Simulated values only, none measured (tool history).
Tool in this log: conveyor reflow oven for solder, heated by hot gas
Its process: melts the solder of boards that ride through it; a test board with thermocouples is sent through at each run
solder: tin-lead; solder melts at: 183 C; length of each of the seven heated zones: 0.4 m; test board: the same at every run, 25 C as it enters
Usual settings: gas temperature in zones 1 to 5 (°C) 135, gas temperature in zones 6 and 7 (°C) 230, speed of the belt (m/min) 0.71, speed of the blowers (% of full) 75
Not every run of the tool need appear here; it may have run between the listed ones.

run,hour,gas temperature in zones 1 to 5 (°C),gas temperature in zones 6 and 7 (°C),speed of the belt (m/min),speed of the blowers (% of full),highest temperature of the board (°C),time above the solder's melting point (s)
1,0,135,230,0.71,75,206.3,40.5
# hour 41: flux residue cleaned out of gas plates and filters
2,63.1,135,230,0.725,75,210.9,45.3
3,149.2,135,230,0.725,75,210.6,44.3
4,225.2,135,230,0.725,75,209.7,44.4
5,295,135,230,0.725,75,209.2,43.7
# hour 333: belt drive overhauled, speed set with a stopwatch
6,368.3,135,230,0.725,75,208.1,39.6
7,417.1,137,230,0.71,75,208.2,42.9
8,511.3,135,230,0.71,75,207.4,41
9,588.1,135,230,0.71,75,207.6,39.9
10,679.3,135,230,0.71,75,206.4,39.1
11,764.2,135,230,0.71,75,204.9,39.1
12,855.1,135,230,0.71,75,205.1,37.3
13,904.7,135,226,0.71,75,201.1,34.7
14,991.8,135,220,0.71,75,196.7,28.3
# hour 1057.3: flux residue cleaned out of gas plates and filters
15,1086.7,135,230,0.71,75,210.6,44
16,1142.9,135,230,0.71,75,209.5,42.3
17,1236.6,135,230,0.71,75,208.3,43.4
18,1308,147,244,0.845,64,210.9,40
19,1373.2,135,230,0.836,53,191.2,15.1
20,1442.5,135,238,0.71,75,214,47.1
21,1483,135,238,0.71,75,214.6,47.7
# hour 1517.2: thermocouples of zones 6 and 7 changed
22,1544.4,135,238,0.71,75,214.8,47.5
23,1635.3,135,225,0.795,69,197.4,25.3
24,1690.5,135,225,0.795,69,196.3,25
25,1788.6,135,230,0.574,67,212.6,57.6
26,1871.9,136,230,0.574,73,214.2,59.9
27,1945.4,136,230,0.574,73,213.4,59.3
28,2042.8,136,230,0.574,73,212.4,59
# hour 2069.8: flux residue cleaned out of gas plates and filters
29,2117.6,136,230,0.824,73,205.7,33.1

Branching from run 29: 4 alternative next runs. What would each branch give?
A,2211.1,124,230,0.808,72,?,?
B,2211.1,135,230,0.838,81,?,?
C,2211.1,122,230,0.787,88,?,?
D,2211.1,136,227,0.629,73,?,?

run,highest temperature of the board (°C),time above the solder's melting point (s)
A,202.4,27
B,206.6,34.2
C,208.3,35.1
D,211,51.6
With no hidden state in the tool, these same runs would have given:
run,highest temperature of the board (°C),time above the solder's melting point (s)
A,203,26.8
B,207.3,34
C,209.2,34.9
D,211.8,50.9

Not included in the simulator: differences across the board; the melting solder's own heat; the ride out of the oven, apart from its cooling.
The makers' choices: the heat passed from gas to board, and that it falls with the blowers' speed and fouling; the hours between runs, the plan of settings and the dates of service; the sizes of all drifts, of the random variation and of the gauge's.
